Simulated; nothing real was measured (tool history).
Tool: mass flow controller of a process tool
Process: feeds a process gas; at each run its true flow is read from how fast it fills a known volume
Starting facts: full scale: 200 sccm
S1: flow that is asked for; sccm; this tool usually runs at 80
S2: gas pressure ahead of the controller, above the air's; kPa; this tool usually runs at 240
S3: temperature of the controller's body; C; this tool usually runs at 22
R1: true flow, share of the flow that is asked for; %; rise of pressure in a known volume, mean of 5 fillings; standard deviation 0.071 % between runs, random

Run 1, hour 0: usual settings. Result: R1 99.93 %.
Run 2, hour 164.1: usual settings but S2 253 kPa. Result: R1 100.03 %.
Run 3, hour 366.6: usual settings but S2 253 kPa. Result: R1 100.14 %.
Run 4, hour 551.1: usual settings but S2 253 kPa. Result: R1 100.26 %.
Run 5, hour 696.8: usual settings but S2 253 kPa. Result: R1 100.07 %.
Run 6, hour 825.7: usual settings but S2 253 kPa. Result: R1 100.02 %.
Run 7, hour 969.6: usual settings but S2 253 kPa. Result: R1 100.17 %.
Run 8, hour 1115.7: usual settings but S2 253 kPa. Result: R1 100.23 %.
Run 9, hour 1232.5: usual settings but S2 253 kPa. Result: R1 100.28 %.
Run 10, hour 1434.2: usual settings but S2 182 kPa. Result: R1 100.17 %.
Run 11, hour 1543.7: usual settings but S2 182 kPa. Result: R1 99.95 %.
Run 12, hour 1715: usual settings but S1 64 sccm, S2 178 kPa, S3 30 C. Result: R1 100.78 %.
Run 13, hour 1874.9: usual settings but S1 184 sccm, S2 178 kPa, S3 40 C. Result: R1 102.33 %.

The next listed run, before its measurement:
Run 14, hour 2002.3: usual settings but S1 184 sccm, S2 178 kPa, S3 40 C. Result: R1 ?.

R1: 102.49 %
With no hidden state in the tool, this same run would have given R1 101.42 %.
